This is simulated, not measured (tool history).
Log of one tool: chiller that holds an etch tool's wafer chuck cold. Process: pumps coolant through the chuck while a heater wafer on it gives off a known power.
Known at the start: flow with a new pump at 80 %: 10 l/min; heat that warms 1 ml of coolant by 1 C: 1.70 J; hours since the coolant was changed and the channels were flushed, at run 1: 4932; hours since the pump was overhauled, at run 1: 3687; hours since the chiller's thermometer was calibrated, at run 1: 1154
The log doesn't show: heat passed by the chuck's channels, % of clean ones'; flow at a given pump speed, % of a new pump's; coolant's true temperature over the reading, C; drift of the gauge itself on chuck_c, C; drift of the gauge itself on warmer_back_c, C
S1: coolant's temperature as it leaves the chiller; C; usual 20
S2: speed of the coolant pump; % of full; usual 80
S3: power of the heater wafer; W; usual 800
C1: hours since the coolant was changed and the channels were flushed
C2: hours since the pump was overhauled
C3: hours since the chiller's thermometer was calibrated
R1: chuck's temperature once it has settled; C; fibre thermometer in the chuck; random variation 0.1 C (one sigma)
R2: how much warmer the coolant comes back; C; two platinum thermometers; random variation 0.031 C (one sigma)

Run 1, hour 0.0: usual settings; C1 4932; C2 3687; C3 1154. Result: R1 26.9 C, R2 2.80 C.
Run 2, hour 66.3: usual settings; C1 4999; C2 3753; C3 1220. Result: R1 27.0 C, R2 2.80 C.
Run 3, hour 137.7: usual settings; C1 5070; C2 3825; C3 1292. Result: R1 26.9 C, R2 2.83 C.
Run 4, hour 239.0: usual settings; C1 5171; C2 3926; C3 1393. Result: R1 27.0 C, R2 2.78 C.
Run 5, hour 367.2: usual settings but S3 470 W; C1 5299; C2 4054; C3 1521. Result: R1 24.2 C, R2 1.56 C.
Run 6, hour 502.6: usual settings but S2 79 % of full, S3 470 W; C1 5435; C2 4190; C3 1656. Result: R1 24.1 C, R2 1.59 C.
Run 7, hour 597.1: usual settings but S2 79 % of full, S3 470 W; C1 5529; C2 4284; C3 1751. Result: R1 24.2 C, R2 1.52 C.
Run 8, hour 685.7: usual settings but S1 18 C, S2 84 % of full; C1 5618; C2 4373; C3 1840. Result: R1 24.5 C, R2 2.50 C.
Run 9, hour 837.1: usual settings but S1 13 C, S2 92 % of full, S3 420 W; C1 5769; C2 4524; C3 1991. Result: R1 16.2 C, R2 1.13 C.
Run 10, hour 924.6: usual settings but S1 12 C, S3 671 W; C1 5857; C2 4612; C3 2078. Result: R1 17.6 C, R2 2.19 C.
At hour 939.3: chiller's thermometer calibrated.
Run 11, hour 1019.3: usual settings but S1 12 C, S3 867 W; C1 5951; C2 4705; C3 80. Result: R1 19.3 C, R2 2.83 C.
Run 12, hour 1145.5: usual settings but S2 82 % of full, S3 514 W; C1 6077; C2 4832; C3 206. Result: R1 24.3 C, R2 1.52 C.

Hidden state at the last listed run before each entry between runs and at the first one after, where it differs:
Between runs 10 and 11: chiller's thermometer calibrated (hour 939.3)
  coolant's true temperature over the reading, C: -0.01 -> 0; drift of the gauge itself on warmer_back_c, C: -0.18 -> -0.2
  measured less the result without the state, R2: -0.18 -> -0.20 C
